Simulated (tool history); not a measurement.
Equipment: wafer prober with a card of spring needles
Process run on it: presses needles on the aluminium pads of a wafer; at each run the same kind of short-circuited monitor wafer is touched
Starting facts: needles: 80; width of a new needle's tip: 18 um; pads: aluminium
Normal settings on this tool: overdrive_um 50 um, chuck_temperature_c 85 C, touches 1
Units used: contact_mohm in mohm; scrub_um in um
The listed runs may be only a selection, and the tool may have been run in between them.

run   hour  overdrive_um  chuck_temperature_c  touches  contact_mohm  scrub_um
  1    0.0            50                   85        1           271    12.904
  2   15.7            50                   85        1           272    12.893
      17.5  -- tips cleaned on abrasive film
  3   33.1            50                   85        1           275    12.898
      39.9  -- tips cleaned on abrasive film
  4   43.3            50                   85        1           274    12.892
  5   58.6            50                   85        1           272    12.881
      61.9  -- tips cleaned on abrasive film
  6   71.2            50                   85        1           274    12.897
      83.9  -- tips cleaned on abrasive film
  7   85.3            50                   85        1           274    12.900
  8   96.9            50                   85        1           272    12.897
     106.3  -- tips cleaned on abrasive film
  9  110.4            31                   85        1           300     7.997
     111.6  -- height of the first contact set anew
 10  125.3            31                   85        1           301     7.989
     128.9  -- tips cleaned on abrasive film
 11  140.6            50                   85        2           272    12.897
     151.5  -- tips cleaned on abrasive film
 12  158.4            50                   85        2           271    12.892
 13  168.2            50                   85        2           272    12.890
     175.0  -- tips cleaned on abrasive film
 14  177.1            45                   87        2           277    11.590
 15  189.3            47                   47        1           263    12.117
     197.2  -- tips cleaned on abrasive film
 16  205.6            70                   49        2           253    18.047
     219.7  -- tips cleaned on abrasive film
 17  219.7            70                   49        2           250    18.054
 18  229.1            70                   49        2           253    18.056
 19  239.8            41                   85        2           283    10.568
     243.1  -- tips cleaned on abrasive film
 20  254.7            40                   85        1           281    10.327
     265.1  -- tips cleaned on abrasive film
 21  270.0            58                   68        2           265    14.961
 22  280.1            69                   30        2           247    17.791
     287.4  -- tips cleaned on abrasive film
 23  300.3            54                   30        3           253    13.917
     309.6  -- tips cleaned on abrasive film
 24  317.7            54                   30        3           254    13.921
     322.0  -- height of the first contact set anew
     332.9  -- tips cleaned on abrasive film
 25  336.4            33                   27        2           272     8.508
 26  350.4            33                   27        2           275     8.514

3 options for the next run, each taken on its own from the tool as it stands now. Forecast them:
     355.4  -- tips cleaned on abrasive film
  A  364.1            50                   31        1             ?         ?
     355.4  -- tips cleaned on abrasive film
  B  364.1            53                  123        2             ?         ?
     355.4  -- tips cleaned on abrasive film
  C  364.1            42                  111        1             ?         ?

run  contact_mohm  scrub_um
  A           251    12.894
  B           282    13.662
  C           285    10.832
What these runs would have given with no unlogged condition in the tool:
run  contact_mohm  scrub_um
  A           251    12.894
  B           281    13.662
  C           284    10.832

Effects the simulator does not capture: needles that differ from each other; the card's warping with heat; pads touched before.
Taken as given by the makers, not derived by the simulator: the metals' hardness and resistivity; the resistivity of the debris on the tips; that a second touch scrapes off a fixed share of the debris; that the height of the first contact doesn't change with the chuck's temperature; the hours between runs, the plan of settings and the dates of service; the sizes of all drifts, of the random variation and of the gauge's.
